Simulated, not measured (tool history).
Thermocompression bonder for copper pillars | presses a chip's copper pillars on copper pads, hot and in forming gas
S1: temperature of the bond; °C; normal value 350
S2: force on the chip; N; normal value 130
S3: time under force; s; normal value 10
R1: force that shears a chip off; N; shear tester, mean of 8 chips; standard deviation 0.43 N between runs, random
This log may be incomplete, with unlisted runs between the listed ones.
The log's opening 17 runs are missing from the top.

run,hour,S1,S2,S3,R1
18,526.2,350,130,18,96.4
19,550.4,350,130,18,97.5
20,586,337,130,10,73.9
21,608.3,337,130,6,61.9
22,639.1,350,130,11,84.4
23,656.4,358,105,7,73.2
24,675.7,358,105,7,72.4
# hour 689.7: forming gas filter changed
25,704.6,363,99,10,83.4
26,731.7,333,126,19,87
27,751.9,353,156,13,97.8
28,786.8,350,118,13,87.7
# hour 813.2: heater calibrated with a thermocouple chip
29,824.6,365,93,10,83.6

Predict the results of run 30:
30,842.6,350,81,18,?

{"run 30": {"R1": 83.2}}
The same run, on a tool lacking any hidden state, would have yielded R1 80.6 N.
